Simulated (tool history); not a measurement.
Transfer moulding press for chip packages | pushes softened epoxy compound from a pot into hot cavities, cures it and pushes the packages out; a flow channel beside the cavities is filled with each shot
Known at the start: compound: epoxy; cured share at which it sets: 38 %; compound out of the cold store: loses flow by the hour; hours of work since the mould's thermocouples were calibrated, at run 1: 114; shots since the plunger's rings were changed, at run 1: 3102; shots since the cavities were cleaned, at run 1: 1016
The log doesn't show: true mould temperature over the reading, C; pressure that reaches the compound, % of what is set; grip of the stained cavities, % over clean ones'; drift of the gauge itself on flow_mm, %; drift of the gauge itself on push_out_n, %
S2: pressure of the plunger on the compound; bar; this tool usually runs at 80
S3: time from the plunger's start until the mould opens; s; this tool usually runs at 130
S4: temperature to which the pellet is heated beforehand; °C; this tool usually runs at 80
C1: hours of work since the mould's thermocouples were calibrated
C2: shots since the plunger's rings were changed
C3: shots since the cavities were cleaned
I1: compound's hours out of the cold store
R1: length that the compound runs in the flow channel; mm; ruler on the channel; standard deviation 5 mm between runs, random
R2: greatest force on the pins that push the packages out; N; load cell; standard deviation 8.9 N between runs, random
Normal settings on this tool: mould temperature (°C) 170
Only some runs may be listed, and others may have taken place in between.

{"run": 1, "hour": 0.0, "mould temperature (°C)": 170, "S2": 80, "S3": 130, "S4": 80, "C1": 114, "C2": 3102, "C3": 1016, "I1": 46.3, "R1": 443, "R2": 641}
{"hour": 5.9, "done": "cavities cleaned with cleaning compound and waxed"}
{"run": 2, "hour": 42.6, "mould temperature (°C)": 170, "S2": 80, "S3": 130, "S4": 77, "C1": 145, "C2": 3522, "C3": 375, "I1": 12.2, "R1": 510, "R2": 576}
{"hour": 111.4, "done": "cavities cleaned with cleaning compound and waxed"}
{"run": 3, "hour": 122.2, "mould temperature (°C)": 170, "S2": 80, "S3": 130, "S4": 80, "C1": 204, "C2": 4318, "C3": 111, "I1": 30.4, "R1": 455, "R2": 459}
{"hour": 159.8, "done": "plunger's sealing rings changed"}
{"run": 4, "hour": 166.3, "mould temperature (°C)": 170, "S2": 80, "S3": 130, "S4": 80, "C1": 236, "C2": 66, "C3": 534, "I1": 42, "R1": 467, "R2": 552}
{"run": 5, "hour": 215.8, "mould temperature (°C)": 170, "S2": 80, "S3": 130, "S4": 80, "C1": 273, "C2": 571, "C3": 1039, "I1": 39.6, "R1": 475, "R2": 620}
{"hour": 225.4, "done": "cavities cleaned with cleaning compound and waxed"}
{"run": 6, "hour": 307.7, "mould temperature (°C)": 170, "S2": 80, "S3": 130, "S4": 80, "C1": 342, "C2": 1492, "C3": 839, "I1": 19.1, "R1": 504, "R2": 636}
{"hour": 331.8, "done": "cavities cleaned with cleaning compound and waxed"}
{"run": 7, "hour": 356.2, "mould temperature (°C)": 170, "S2": 80, "S3": 130, "S4": 80, "C1": 377, "C2": 1971, "C3": 249, "I1": 27.4, "R1": 480, "R2": 521}
{"run": 8, "hour": 427.3, "mould temperature (°C)": 170, "S2": 80, "S3": 149, "S4": 80, "C1": 431, "C2": 2695, "C3": 973, "I1": 22.6, "R1": 486, "R2": 574}
{"hour": 436.2, "done": "cavities cleaned with cleaning compound and waxed"}
{"hour": 466.3, "done": "mould's thermocouples calibrated"}
{"run": 9, "hour": 504.0, "mould temperature (°C)": 170, "S2": 80, "S3": 149, "S4": 80, "C1": 28, "C2": 3441, "C3": 670, "I1": 46.8, "R1": 425, "R2": 550}
{"hour": 547.9, "done": "cavities cleaned with cleaning compound and waxed"}
{"run": 10, "hour": 559.0, "mould temperature (°C)": 170, "S2": 80, "S3": 149, "S4": 80, "C1": 69, "C2": 3986, "C3": 112, "I1": 20.9, "R1": 484, "R2": 428}
{"hour": 622.9, "done": "plunger's sealing rings changed"}
{"run": 11, "hour": 639.5, "mould temperature (°C)": 170, "S2": 80, "S3": 149, "S4": 80, "C1": 128, "C2": 168, "C3": 907, "I1": 9, "R1": 550, "R2": 584}
{"hour": 657.5, "done": "cavities cleaned with cleaning compound and waxed"}
{"run": 12, "hour": 714.5, "mould temperature (°C)": 170, "S2": 80, "S3": 149, "S4": 80, "C1": 184, "C2": 918, "C3": 581, "I1": 38.6, "R1": 478, "R2": 546}
{"hour": 765.2, "done": "cavities cleaned with cleaning compound and waxed"}
{"run": 13, "hour": 782.3, "mould temperature (°C)": 163, "S2": 85.6, "S3": 157, "S4": 82, "C1": 234, "C2": 1594, "C3": 175, "I1": 26.3, "R1": 522, "R2": 559}
{"run": 14, "hour": 831.4, "mould temperature (°C)": 163, "S2": 85.6, "S3": 157, "S4": 82, "C1": 271, "C2": 2093, "C3": 674, "I1": 18, "R1": 539, "R2": 677}
{"hour": 874.1, "done": "cavities cleaned with cleaning compound and waxed"}
{"run": 15, "hour": 874.1, "mould temperature (°C)": 163, "S2": 85.6, "S3": 157, "S4": 82, "C1": 302, "C2": 2514, "C3": 0, "I1": 38.2, "R1": 489, "R2": 445}
{"run": 16, "hour": 944.9, "mould temperature (°C)": 163, "S2": 85.6, "S3": 157, "S4": 82, "C1": 356, "C2": 3235, "C3": 721, "I1": 12.4, "R1": 540, "R2": 712}
{"hour": 982.2, "done": "cavities cleaned with cleaning compound and waxed"}
{"run": 17, "hour": 989.6, "mould temperature (°C)": 170, "S2": 76.1, "S3": 125, "S4": 80, "C1": 388, "C2": 3676, "C3": 76, "I1": 21.1, "R1": 455, "R2": 442}
{"run": 18, "hour": 1048.9, "mould temperature (°C)": 176, "S2": 76.1, "S3": 125, "S4": 80, "C1": 433, "C2": 4280, "C3": 680, "I1": 42.8, "R1": 415, "R2": 521}
{"hour": 1084.3, "done": "mould's thermocouples calibrated"}
{"hour": 1086.8, "done": "plunger's sealing rings changed"}
{"hour": 1095.7, "done": "cavities cleaned with cleaning compound and waxed"}
{"run": 19, "hour": 1096.0, "mould temperature (°C)": 176, "S2": 76.1, "S3": 125, "S4": 80, "C1": 6, "C2": 78, "C3": 3, "I1": 21.4, "R1": 483, "R2": 351}

3 ways to go on from here, each from the tool as it stands after run 19. What would each give?
{"run": "A", "hour": 1139.9, "mould temperature (°C)": 170, "S2": 69.3, "S3": 130, "S4": 88, "C1": 39, "C2": 525, "C3": 450, "I1": 39.6, "R1": "?", "R2": "?"}
{"run": "B", "hour": 1139.9, "mould temperature (°C)": 176, "S2": 76.1, "S3": 125, "S4": 80, "C1": 39, "C2": 525, "C3": 450, "I1": 40.1, "R1": "?", "R2": "?"}
{"run": "C", "hour": 1139.9, "mould temperature (°C)": 169, "S2": 80, "S3": 130, "S4": 89, "C1": 39, "C2": 525, "C3": 450, "I1": 8.2, "R1": "?", "R2": "?"}

run=A R1=438 R2=589
run=B R1=453 R2=501
run=C R1=550 R2=647
Had the tool no hidden state, the same runs would have come out as:
run=A R1=443 R2=399
run=B R1=458 R2=338
run=C R1=555 R2=438
